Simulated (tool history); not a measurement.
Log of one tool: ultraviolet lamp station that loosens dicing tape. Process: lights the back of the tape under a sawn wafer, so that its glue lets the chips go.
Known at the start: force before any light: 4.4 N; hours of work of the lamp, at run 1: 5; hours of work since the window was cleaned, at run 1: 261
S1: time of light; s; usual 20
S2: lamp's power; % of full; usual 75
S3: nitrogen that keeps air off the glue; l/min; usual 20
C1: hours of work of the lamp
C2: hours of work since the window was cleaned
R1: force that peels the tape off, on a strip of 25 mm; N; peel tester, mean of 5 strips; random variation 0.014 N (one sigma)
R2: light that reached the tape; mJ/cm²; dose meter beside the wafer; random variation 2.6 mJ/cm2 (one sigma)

run 1 hour=0 | S1=20 S2=75 S3=20 | C1=5 C2=261 | R1=0.718 R2=305
run 2 hour=12.7 | S1=20 S2=75 S3=20 | C1=11 C2=268 | R1=0.713 R2=306
run 3 hour=29.7 | S1=20 S2=75 S3=20 | C1=19 C2=276 | R1=0.69 R2=304
run 4 hour=46.3 | S1=14 S2=75 S3=20 | C1=28 C2=285 | R1=1.175 R2=213
run 5 hour=70.9 | S1=14 S2=75 S3=20 | C1=40 C2=297 | R1=1.173 R2=211
run 6 hour=89.9 | S1=14 S2=75 S3=20 | C1=50 C2=307 | R1=1.194 R2=211
run 7 hour=109.9 | S1=11 S2=75 S3=20 | C1=60 C2=317 | R1=1.524 R2=164
run 8 hour=134.9 | S1=11 S2=75 S3=20 | C1=72 C2=329 | R1=1.539 R2=167
run 9 hour=150.4 | S1=20 S2=75 S3=20 | C1=80 C2=337 | R1=0.734 R2=298
run 10 hour=167 | S1=20 S2=60 S3=20 | C1=88 C2=345 | R1=1.1 R2=231
run 11 hour=183.3 | S1=20 S2=60 S3=20 | C1=96 C2=353 | R1=1.024 R2=231
run 12 hour=196.4 | S1=27 S2=60 S3=20 | C1=103 C2=360 | R1=0.691 R2=313
run 13 hour=213.5 | S1=20 S2=75 S3=20 | C1=112 C2=368 | R1=0.764 R2=287
run 14 hour=236.4 | S1=20 S2=75 S3=20 | C1=123 C2=380 | R1=0.799 R2=285
run 15 hour=256.3 | S1=20 S2=75 S3=20 | C1=133 C2=390 | R1=0.81 R2=285
run 16 hour=277.4 | S1=20 S2=75 S3=20 | C1=144 C2=400 | R1=0.837 R2=280
run 17 hour=295.6 | S1=19 S2=75 S3=20 | C1=153 C2=410 | R1=0.851 R2=263
run 18 hour=308.9 | S1=19 S2=75 S3=20 | C1=159 C2=416 | R1=0.888 R2=261
run 19 hour=333.6 | S1=20 S2=91 S3=20 | C1=172 C2=429 | R1=0.624 R2=334
run 20 hour=356 | S1=20 S2=91 S3=20 | C1=183 C2=440 | R1=0.599 R2=331
run 21 hour=368.1 | S1=20 S2=75 S3=18 | C1=189 C2=446 | R1=0.898 R2=273
run 22 hour=384.5 | S1=11 S2=75 S3=20 | C1=197 C2=454 | R1=1.756 R2=148
run 23 hour=401.5 | S1=22 S2=78 S3=26 | C1=206 C2=463 | R1=0.618 R2=309
run 24 hour=425.6 | S1=29 S2=78 S3=26 | C1=218 C2=475 | R1=0.399 R2=405
run 25 hour=443.2 | S1=20 S2=75 S3=13 | C1=227 C2=484 | R1=1.027 R2=266
run 26 hour=458 | S1=20 S2=75 S3=13 | C1=234 C2=491 | R1=0.993 R2=266
run 27 hour=482.1 | S1=14 S2=75 S3=20 | C1=246 C2=503 | R1=1.393 R2=183
run 28 hour=503 | S1=21 S2=75 S3=9 | C1=257 C2=513 | R1=1.142 R2=271
run 29 hour=518.3 | S1=21 S2=78 S3=25 | C1=264 C2=521 | R1=0.744 R2=285
run 30 hour=534.3 | S1=21 S2=78 S3=25 | C1=272 C2=529 | R1=0.735 R2=279
run 31 hour=551.7 | S1=18 S2=62 S3=39 | C1=281 C2=538 | R1=1.167 R2=187
-- hour=570.2 window cleaned of glue's vapour
run 32 hour=570.2 | S1=15 S2=75 S3=20 | C1=290 C2=0 | R1=1.276 R2=202
run 33 hour=589.7 | S1=23 S2=67 S3=8 | C1=300 C2=10 | R1=1.128 R2=273
run 34 hour=603.8 | S1=21 S2=67 S3=8 | C1=307 C2=17 | R1=1.319 R2=243
run 35 hour=625.8 | S1=21 S2=67 S3=8 | C1=318 C2=28 | R1=1.367 R2=249
run 36 hour=646.5 | S1=20 S2=100 S3=37 | C1=328 C2=38 | R1=0.455 R2=349
run 37 hour=670.3 | S1=22 S2=69 S3=37 | C1=340 C2=50 | R1=0.754 R2=260
run 38 hour=694.9 | S1=35 S2=86 S3=9 | C1=352 C2=62 | R1=0.417 R2=514
run 39 hour=706.3 | S1=35 S2=86 S3=9 | C1=358 C2=68 | R1=0.428 R2=509
run 40 hour=720.5 | S1=18 S2=86 S3=9 | C1=365 C2=75 | R1=1.174 R2=260
run 41 hour=733.5 | S1=25 S2=87 S3=20 | C1=372 C2=82 | R1=0.537 R2=364
run 42 hour=754 | S1=23 S2=66 S3=12 | C1=382 C2=92 | R1=1.129 R2=255
run 43 hour=774.2 | S1=23 S2=66 S3=12 | C1=392 C2=102 | R1=1.096 R2=247
run 44 hour=786.5 | S1=36 S2=61 S3=23 | C1=398 C2=108 | R1=0.492 R2=358

Hidden state at the last listed run before each entry between runs and at the first one after, where it differs:
Between runs 31 and 32: window cleaned of glue's vapour (hour 570.2)
  lamp's light, % of a new lamp's: 83.7 -> 83.2; light that the window lets through, % of a clean one's: 94.9 -> 100
  measured less the result without the state, R1: +0.314 -> +0.266 N; R2: -50 -> -41 mJ/cm²
